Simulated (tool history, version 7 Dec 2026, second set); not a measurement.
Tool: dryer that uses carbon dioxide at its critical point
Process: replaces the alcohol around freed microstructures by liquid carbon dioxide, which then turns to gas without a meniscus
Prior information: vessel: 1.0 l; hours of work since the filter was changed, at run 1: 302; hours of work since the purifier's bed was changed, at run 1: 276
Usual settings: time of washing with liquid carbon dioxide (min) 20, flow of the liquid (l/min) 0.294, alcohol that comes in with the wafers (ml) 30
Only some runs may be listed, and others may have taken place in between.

run	hour	time of washing with liquid carbon dioxide (min)	flow of the liquid (l/min)	alcohol that comes in with the wafers (ml)	hours of work since the filter was changed	hours of work since the purifier's bed was changed	alcohol left in the vessel before it's heated (ppm by volume)
1	0.0	20	0.294	30	302	276	531
2	14.6	20	0.393	30	307	281	152
3	24.1	20	0.393	30	310	285	160
4	38.4	27	0.294	30	316	290	165
5	57.5	20	0.294	30	322	297	534
6	71.5	20	0.294	30	328	302	536
7	90.3	20	0.294	30	334	309	559
8	100.7	20	0.294	30	338	312	544
9	120.2	20	0.294	30	345	319	548
10	139.5	15	0.267	102	352	326	6483
11	151.4	15	0.414	54	356	331	680
12	162.8	18	0.294	36	360	335	964
13	179.0	20	0.340	30	366	341	295
14	198.1	18	0.342	30	373	348	447
15	214.6	18	0.185	114	379	353	11788
16	230.0	18	0.185	114	385	359	12189
17	240.3	18	0.185	114	388	363	12266
18	258.4	20	0.294	43	395	369	793

Consider 4 possible next runs. They are alternatives, not a sequence: every one starts from the tool as it was left by run 18. What does each give?
A	268.7	23	0.401	42	399	373	?
B	268.7	20	0.294	34	399	373	?
C	268.7	20	0.303	88	399	373	?
D	268.7	21	0.294	30	399	373	?

run	alcohol left in the vessel before it's heated (ppm by volume)
A	125
B	655
C	1395
D	482
With the hidden condition removed and each run's random variation left untouched, the same runs would have given:
run	alcohol left in the vessel before it's heated (ppm by volume)
A	39
B	432
C	961
D	302

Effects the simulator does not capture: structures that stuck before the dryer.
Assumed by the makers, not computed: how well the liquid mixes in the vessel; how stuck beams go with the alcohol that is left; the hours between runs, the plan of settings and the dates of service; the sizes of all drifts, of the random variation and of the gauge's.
